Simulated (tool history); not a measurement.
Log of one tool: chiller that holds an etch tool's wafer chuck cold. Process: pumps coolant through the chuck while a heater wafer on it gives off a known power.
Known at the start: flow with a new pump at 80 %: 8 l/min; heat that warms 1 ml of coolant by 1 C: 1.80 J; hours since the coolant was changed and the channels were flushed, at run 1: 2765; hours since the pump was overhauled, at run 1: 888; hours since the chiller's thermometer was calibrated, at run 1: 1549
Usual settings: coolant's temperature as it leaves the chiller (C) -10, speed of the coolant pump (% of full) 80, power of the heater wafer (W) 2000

run	hour	coolant's temperature as it leaves the chiller (C)	speed of the coolant pump (% of full)	power of the heater wafer (W)	hours since the coolant was changed and the channels were flushed	hours since the pump was overhauled	hours since the chiller's thermometer was calibrated	chuck's temperature once it has settled (C)	how much warmer the coolant comes back (C)
1	0.0	-10	80	2000	2765	888	1549	9.5	8.35
2	116.3	-10	80	2000	2881	1004	1666	9.2	8.35
3	176.1	-10	80	2000	2941	1064	1725	9.3	8.37
4	294.8	-10	80	2000	3060	1182	1844	9.2	8.38
5	402.0	-10	80	2000	3167	1290	1951	9.5	8.36
6	481.0	-10	80	2000	3246	1369	2030	9.4	8.35
7	564.4	-10	80	2000	3330	1452	2114	9.4	8.36
8	664.0	-10	80	2000	3429	1552	2213	9.6	8.31
# hour 744.1: coolant changed, channels flushed
9	757.4	-10	80	2000	13	1639	2301	9.3	8.30
10	837.1	-10	80	2467	93	1719	2380	13.8	10.30
11	957.6	-8	80	2000	214	1839	2501	11.6	8.37
12	1023.5	-16	79	1327	279	1905	2567	-3.2	5.59
13	1142.0	-3	79	1001	398	2024	2685	6.9	4.25
14	1261.3	-10	69	2646	517	2143	2805	18.9	12.75
15	1342.3	-10	69	2646	598	2224	2886	18.5	12.72
16	1457.0	-10	82	2896	713	2339	3000	17.5	11.74
17	1574.2	-10	82	2896	830	2456	3117	17.6	11.78
18	1665.2	-16	84	1814	921	2547	3208	0.9	7.20
19	1783.8	-16	84	1814	1040	2665	3327	1.0	7.21
20	1851.6	-16	63	1724	1108	2733	3395	4.0	9.14
21	1908.0	-7	72	1724	1164	2790	3451	11.2	7.97
22	1977.4	-2	72	1724	1233	2859	3521	16.0	7.99

Forecast each of these 5 alternatives for the next run:
A	2065.5	-16	69	1765	1321	2947	3609	?	?
B	2065.5	-1	72	1720	1321	2947	3609	?	?
C	2065.5	-10	99	2474	1321	2947	3609	?	?
D	2065.5	-4	85	1724	1321	2947	3609	?	?
E	2065.5	-11	62	1319	1321	2947	3609	?	?

run	chuck's temperature once it has settled (C)	how much warmer the coolant comes back (C)
A	3.0	8.57
B	17.0	7.98
C	10.4	8.34
D	12.0	6.77
E	4.7	7.06
Without the tool's hidden state the same runs would have given:
run	chuck's temperature once it has settled (C)	how much warmer the coolant comes back (C)
A	3.0	8.56
B	16.9	7.97
C	10.3	8.33
D	12.0	6.76
E	4.6	7.05
